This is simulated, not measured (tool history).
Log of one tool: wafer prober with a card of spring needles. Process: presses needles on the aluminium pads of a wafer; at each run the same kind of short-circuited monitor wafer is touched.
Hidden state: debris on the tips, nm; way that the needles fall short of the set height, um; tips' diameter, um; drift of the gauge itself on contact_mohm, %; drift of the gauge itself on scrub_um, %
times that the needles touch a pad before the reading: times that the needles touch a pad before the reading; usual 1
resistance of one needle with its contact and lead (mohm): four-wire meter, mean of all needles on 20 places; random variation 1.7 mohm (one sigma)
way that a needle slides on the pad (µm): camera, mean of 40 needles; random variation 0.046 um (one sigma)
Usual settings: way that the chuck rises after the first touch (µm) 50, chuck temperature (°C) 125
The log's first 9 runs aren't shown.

run    day  way that the chuck rises after the first touch (µm)  chuck temperature (°C)  times that the needles touch a pad before the reading  touches since the tips were cleaned  cleanings since the card got new needles  touches since the first contact's height was set  resistance of one needle with its contact and lead (mohm)  way that a needle slides on the pad (µm)
 10  2.679                                                   50                      52                                                      1                                 7311                                        10                                             83584                                                        162                                     10.39
     2.717  -- tips cleaned on abrasive film
 11  2.933                                                   50                      52                                                      1                                 2533                                        11                                             86498                                                        165                                     10.46
 12  3.175                                                   50                      52                                                      1                                 5384                                        11                                             89349                                                        161                                     10.37
     3.367  -- tips cleaned on abrasive film
 13  3.454                                                   50                      57                                                      1                                 1044                                        12                                             92587                                                        163                                     10.41
 14  3.675                                                   50                      57                                                      1                                 3649                                        12                                             95192                                                        163                                     10.44
     4.025  -- tips cleaned on abrasive film
 15  4.062                                                   50                      57                                                      1                                  429                                        13                                             99663                                                        163                                     10.48
 16  4.425                                                   56                     125                                                      1                                 4689                                        13                                            103923                                                        175                                     11.78
 17  4.638                                                   56                     125                                                      1                                 7178                                        13                                            106412                                                        173                                     11.69
     4.688  -- tips cleaned on abrasive film
 18  4.904                                                   69                      48                                                      2                                 2582                                        14                                            109527                                                        156                                     14.47
 19  5.229                                                   69                      48                                                      2                                 6398                                        14                                            113343                                                        152                                     14.38
     5.350  -- tips cleaned on abrasive film
 20  5.467                                                   69                      33                                                      2                                 1352                                        15                                            116047                                                        150                                     14.41
 21  5.658                                                   49                     125                                                      2                                 3611                                        15                                            118306                                                        176                                     10.30
 22  5.900                                                   35                      46                                                      2                                 6445                                        15                                            121140                                                        172                                      7.38
     6.000  -- tips cleaned on abrasive film
 23  6.200                                                   35                      46                                                      2                                 2319                                        16                                            124611                                                        173                                      7.33
 24  6.383                                                   62                      85                                                      3                                 4457                                        16                                            126749                                                        167                                     12.99
 25  6.575                                                   33                      75                                                      1                                 6740                                        16                                            129032                                                        181                                      6.99
     6.650  -- tips cleaned on abrasive film
 26  6.758                                                   50                     125                                                      2                                 1266                                        17                                            131134                                                        177                                     10.45
 27  7.071                                                   45                     125                                                      1                                 4939                                        17                                            134807                                                        183                                      9.43
     7.321  -- tips cleaned on abrasive film
 28  7.362                                                   44                     125                                                      1                                  489                                        18                                            138187                                                        182                                      9.23
 29  7.583                                                   44                     125                                                      1                                 3040                                        18                                            140738                                                        181                                      9.33
     7.742  -- gauge calibrated
 30  7.796                                                   44                     125                                                      1                                 5531                                        18                                            143229                                                        179                                      9.16
     7.979  -- tips cleaned on abrasive film
 31  8.038                                                   44                     125                                                      1                                  701                                        19                                            146041                                                        182                                      9.09
 32  8.288                                                   54                      38                                                      1                                 3638                                        19                                            148978                                                        156                                     11.10
 33  8.608                                                   46                      51                                                      2                                 7390                                        19                                            152730                                                        166                                      9.58
     8.633  -- tips cleaned on abrasive film
 34  8.775                                                   67                      96                                                      2                                 1678                                        20                                            154661                                                        163                                     13.95

3 ways to go on from here, each from the tool as it stands after run 34. What would each give?
  A  9.025                                                   41                      76                                                      2                                 4603                                        20                                            157586                                                          ?                                         ?
  B  9.025                                                   60                      53                                                      2                                 4603                                        20                                            157586                                                          ?                                         ?
  C  9.025                                                   32                      99                                                      2                                 4603                                        20                                            157586                                                          ?                                         ?

run  resistance of one needle with its contact and lead (mohm)  way that a needle slides on the pad (µm)
  A                                                        176                                      8.49
  B                                                        157                                     12.48
  C                                                        188                                      6.63
Without the tool's hidden state the same runs would have given:
run  resistance of one needle with its contact and lead (mohm)  way that a needle slides on the pad (µm)
  A                                                        176                                      8.46
  B                                                        156                                     12.44
  C                                                        188                                      6.61
